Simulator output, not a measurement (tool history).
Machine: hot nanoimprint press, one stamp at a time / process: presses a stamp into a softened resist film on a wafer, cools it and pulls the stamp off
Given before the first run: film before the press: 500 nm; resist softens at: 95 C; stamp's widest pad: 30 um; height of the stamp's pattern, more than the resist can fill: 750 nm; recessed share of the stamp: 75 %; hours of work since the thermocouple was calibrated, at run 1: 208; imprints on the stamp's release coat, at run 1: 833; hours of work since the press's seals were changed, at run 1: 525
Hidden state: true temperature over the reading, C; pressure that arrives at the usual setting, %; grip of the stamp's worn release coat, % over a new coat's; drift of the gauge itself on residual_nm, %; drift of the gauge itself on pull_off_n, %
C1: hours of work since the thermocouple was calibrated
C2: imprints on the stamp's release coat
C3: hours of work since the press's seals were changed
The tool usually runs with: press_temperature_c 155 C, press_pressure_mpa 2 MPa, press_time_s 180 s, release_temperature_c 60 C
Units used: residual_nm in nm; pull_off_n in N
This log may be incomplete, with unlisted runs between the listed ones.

run 1 hour=0 | press_temperature_c=155 press_pressure_mpa=2 press_time_s=180 release_temperature_c=60 | C1=208 C2=833 C3=525 | residual_nm=262.8 pull_off_n=296
run 2 hour=46.7 | press_temperature_c=155 press_pressure_mpa=2 press_time_s=180 release_temperature_c=60 | C1=241 C2=966 C3=558 | residual_nm=264.3 pull_off_n=318
run 3 hour=90.1 | press_temperature_c=155 press_pressure_mpa=2 press_time_s=180 release_temperature_c=60 | C1=272 C2=1091 C3=589 | residual_nm=265 pull_off_n=345
run 4 hour=124.2 | press_temperature_c=155 press_pressure_mpa=2 press_time_s=180 release_temperature_c=60 | C1=296 C2=1189 C3=614 | residual_nm=267.3 pull_off_n=338
run 5 hour=150.7 | press_temperature_c=155 press_pressure_mpa=2 press_time_s=180 release_temperature_c=60 | C1=315 C2=1264 C3=632 | residual_nm=267.1 pull_off_n=354
run 6 hour=205.9 | press_temperature_c=155 press_pressure_mpa=2 press_time_s=180 release_temperature_c=60 | C1=355 C2=1422 C3=672 | residual_nm=273.3 pull_off_n=375
-- hour=223.2 plate thermocouple calibrated
run 7 hour=262.7 | press_temperature_c=155 press_pressure_mpa=2 press_time_s=180 release_temperature_c=60 | C1=28 C2=1577 C3=710 | residual_nm=288.2 pull_off_n=392
run 8 hour=321.1 | press_temperature_c=155 press_pressure_mpa=2 press_time_s=180 release_temperature_c=60 | C1=70 C2=1744 C3=752 | residual_nm=293.7 pull_off_n=408
run 9 hour=361.4 | press_temperature_c=155 press_pressure_mpa=2 press_time_s=180 release_temperature_c=60 | C1=99 C2=1860 C3=781 | residual_nm=295.7 pull_off_n=438
-- hour=387.1 plate thermocouple calibrated, once more
run 10 hour=414.5 | press_temperature_c=155 press_pressure_mpa=2 press_time_s=180 release_temperature_c=60 | C1=20 C2=2003 C3=817 | residual_nm=252.4 pull_off_n=423
-- hour=427.1 press's hydraulic seals changed and the load cell set to zero
run 11 hour=473.5 | press_temperature_c=155 press_pressure_mpa=2 press_time_s=180 release_temperature_c=60 | C1=56 C2=2149 C3=33 | residual_nm=248.8 pull_off_n=446
-- hour=501 stamp cleaned and given a new release coat
run 12 hour=528.5 | press_temperature_c=155 press_pressure_mpa=2 press_time_s=180 release_temperature_c=60 | C1=91 C2=79 C3=68 | residual_nm=250.8 pull_off_n=240
run 13 hour=560.7 | press_temperature_c=146 press_pressure_mpa=2 press_time_s=180 release_temperature_c=60 | C1=114 C2=171 C3=91 | residual_nm=398.8 pull_off_n=230
run 14 hour=588.9 | press_temperature_c=155 press_pressure_mpa=2 press_time_s=221 release_temperature_c=60 | C1=134 C2=252 C3=111 | residual_nm=237.1 pull_off_n=246
run 15 hour=645 | press_temperature_c=155 press_pressure_mpa=1.67 press_time_s=180 release_temperature_c=60 | C1=174 C2=413 C3=151 | residual_nm=274.7 pull_off_n=266
run 16 hour=696.9 | press_temperature_c=155 press_pressure_mpa=1.76 press_time_s=180 release_temperature_c=54 | C1=211 C2=561 C3=188 | residual_nm=271.4 pull_off_n=317
run 17 hour=753.5 | press_temperature_c=150 press_pressure_mpa=1.31 press_time_s=239 release_temperature_c=66 | C1=252 C2=723 C3=229 | residual_nm=359.2 pull_off_n=252
run 18 hour=810 | press_temperature_c=150 press_pressure_mpa=1.31 press_time_s=239 release_temperature_c=66 | C1=292 C2=885 C3=269 | residual_nm=361.3 pull_off_n=271

Run 19, settings as shown, results not yet in. Your forecast:
run 19 hour=852 | press_temperature_c=150 press_pressure_mpa=1.31 press_time_s=239 release_temperature_c=66 | C1=322 C2=1006 C3=299 | residual_nm=? pull_off_n=?

{"run 19": {"residual_nm": 368, "pull_off_n": 285}}
If the tool had no hidden condition, the same run with the same run-to-run variation would have returned residual_nm 342.8 nm, pull_off_n 193 N.
